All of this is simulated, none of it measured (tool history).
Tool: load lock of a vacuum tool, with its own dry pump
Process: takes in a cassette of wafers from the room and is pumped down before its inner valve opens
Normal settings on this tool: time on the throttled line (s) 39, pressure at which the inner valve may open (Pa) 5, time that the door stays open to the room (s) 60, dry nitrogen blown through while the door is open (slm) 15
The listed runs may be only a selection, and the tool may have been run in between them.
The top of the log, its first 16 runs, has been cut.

| run | day | time on the throttled line (s) | pressure at which the inner valve may open (Pa) | time that the door stays open to the room (s) | dry nitrogen blown through while the door is open (slm) | incoming humidity of the room's air, % | time from the closed door until the inner valve may open (s) | rise of the pressure with all valves shut (Pa/min) |
|---|---|---|---|---|---|---|---|---|
| 17 | 196.500 | 39 | 5 | 35 | 15 | 41.3 | 109.8 | 0.162 |
| 18 | 204.675 | 42 | 5 | 35 | 15 | 41.2 | 113.3 | 0.168 |
| 19 | 217.638 | 42 | 5 | 35 | 15 | 45.3 | 111.9 | 0.185 |
| 20 | 231.062 | 39 | 8 | 60 | 15 | 45.3 | 107.0 | 0.208 |
| 21 | 237.804 | 39 | 8 | 60 | 15 | 44.6 | 108.1 | 0.213 |
| 22 | 252.608 | 39 | 5 | 111 | 15 | 46.2 | 111.7 | 0.237 |
| 23 | 266.912 | 59 | 5 | 111 | 9 | 46.7 | 127.4 | 0.281 |
|  | 267.871 | door's seal changed, seat wiped |
| 24 | 282.521 | 30 | 5 | 60 | 15 | 45.4 | 105.5 | 0.033 |
| 25 | 291.608 | 75 | 6 | 60 | 14 | 44.6 | 137.4 | 0.037 |
| 26 | 299.875 | 78 | 8 | 60 | 15 | 46.4 | 137.1 | 0.041 |
| 27 | 312.775 | 34 | 6 | 60 | 21 | 45.1 | 108.4 | 0.034 |

Run 28, settings as shown, results not yet in. Your forecast:
| 28 | 320.283 | 56 | 6 | 60 | 21 | 46.2 | ? | ? |

time from the closed door until the inner valve may open (s): 125.3
rise of the pressure with all valves shut (Pa/min): 0.039
Minus the tool's unlogged condition, the same run would have read time from the closed door until the inner valve may open (s) 118.9, rise of the pressure with all valves shut (Pa/min) 0.020.
